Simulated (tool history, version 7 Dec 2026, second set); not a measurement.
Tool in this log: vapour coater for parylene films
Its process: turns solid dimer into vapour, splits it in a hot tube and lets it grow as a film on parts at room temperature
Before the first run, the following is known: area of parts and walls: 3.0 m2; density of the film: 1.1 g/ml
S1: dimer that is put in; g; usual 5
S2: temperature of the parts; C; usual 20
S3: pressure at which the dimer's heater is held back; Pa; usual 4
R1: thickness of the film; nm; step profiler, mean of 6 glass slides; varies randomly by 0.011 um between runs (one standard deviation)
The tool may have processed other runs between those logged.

run	day	S1	S2	S3	R1
1	0	5	20	4	890
2	2.208	5	20	4	880
3	3.642	5	20	4	880
4	5.396	5	20	4	870
5	6.433	5	20	4	880
6	8.708	4	20	4	680
7	10.475	4	20	4	680
8	11.912	5	20	4	820
9	13.146	5	20	4	860
10	15.329	7	20	4	1190
11	17.533	7	20	4	1180
12	18.588	5	20	4	810
13	20.225	5	20	4	840
14	22.125	5	20	4	860
# day 23.862: trap's valve overhauled
15	24.412	5	22	4	880
16	26.112	5	20	4	950
17	28.121	6	20	4	1110
18	29.529	7	21	4	1250
19	31.183	7	30	4	1010
20	32.154	3	14	7.18	520
21	33.325	3	14	7.18	530
22	34.862	6	12	7.18	1150
23	37.233	5	17	8.47	810
24	38.721	5	31	2.45	780
25	40.608	5	31	2.45	770
26	42.717	3	16	2.53	650
27	44.75	3	20	4	530
28	47.021	5	20	8.35	760
29	48.325	5	20	6.37	800
30	49.954	5	20	6.37	770
31	51.667	6	20	4.26	1030
32	53.021	6	20	4.26	1050
33	55.321	6	14	4.26	1170
34	56.521	2	15	2.86	420

Subtracting, for every run, the result it would have given without the tool's unlogged condition from the measured result gives the following. The same run-to-run variation enters both numbers; the gauge's scatter may not:
The tool's hidden condition here consists of: vapour lost through the trap's worn valve, %; true temperature of the parts over the reading, C; drift of the gauge itself on film_um, %.
run	R1
1	-60
2	-70
3	-80
4	-80
5	-80
6	-70
7	-70
8	-100
9	-90
10	-140
11	-150
12	-110
13	-120
14	-120
15	-10
16	-10
17	-20
18	-40
19	-30
20	-20
21	-20
22	-40
23	-40
24	-30
25	-50
26	-40
27	-40
28	-50
29	-60
30	-60
31	-90
32	-90
33	-110
34	-40
